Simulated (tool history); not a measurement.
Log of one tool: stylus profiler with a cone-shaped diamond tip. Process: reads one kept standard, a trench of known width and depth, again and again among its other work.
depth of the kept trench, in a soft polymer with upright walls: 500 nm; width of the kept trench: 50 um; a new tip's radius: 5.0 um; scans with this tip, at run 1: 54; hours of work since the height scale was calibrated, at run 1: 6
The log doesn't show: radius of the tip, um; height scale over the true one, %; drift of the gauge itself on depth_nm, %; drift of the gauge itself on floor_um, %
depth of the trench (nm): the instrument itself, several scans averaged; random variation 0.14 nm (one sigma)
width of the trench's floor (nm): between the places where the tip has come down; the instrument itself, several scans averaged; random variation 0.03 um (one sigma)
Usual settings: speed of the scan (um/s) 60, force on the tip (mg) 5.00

run	hour	speed of the scan (um/s)	force on the tip (mg)	scans with this tip	hours of work since the height scale was calibrated	depth of the trench (nm)	width of the trench's floor (nm)
1	0.0	60	5.00	54	6	505.15	45450
2	22.3	22	5.00	142	16	504.90	45540
3	55.7	60	2.58	274	31	502.95	45270
4	99.8	60	2.58	449	51	503.20	45270
5	119.9	60	2.58	529	60	503.30	45260
6	165.2	60	2.58	708	80	503.41	45230
7	196.5	132	11.36	833	94	508.94	45220
8	224.4	132	11.36	943	106	509.20	45170
9	259.2	84	4.04	1081	122	504.19	45100
# hour 263.8: height scale calibrated on a step standard
10	289.6	48	3.94	1200	12	504.67	45270
11	329.9	16	5.00	1359	30	505.25	45360
# hour 353.4: height scale calibrated on a step standard, once more
12	356.4	16	5.00	1463	1	505.00	45330

Some steps in depth of the trench (nm) between neighbouring runs. How much of each would the tool show without its hidden state too (settings, what came in, random variation), and how much is left for the hidden state, with any gauge scatter that isn't in both results?
Run 6 -> 7: speed of the scan (um/s) 60 -> 132, force on the tip (mg) 2.58 -> 11.36. depth of the trench (nm) +5.53: hidden state +0.02, all else +5.51.
Run 9 -> 10: speed of the scan (um/s) 84 -> 48, force on the tip (mg) 4.04 -> 3.94, height scale calibrated on a step standard. depth of the trench (nm) +0.48: hidden state +0.07, all else +0.41.
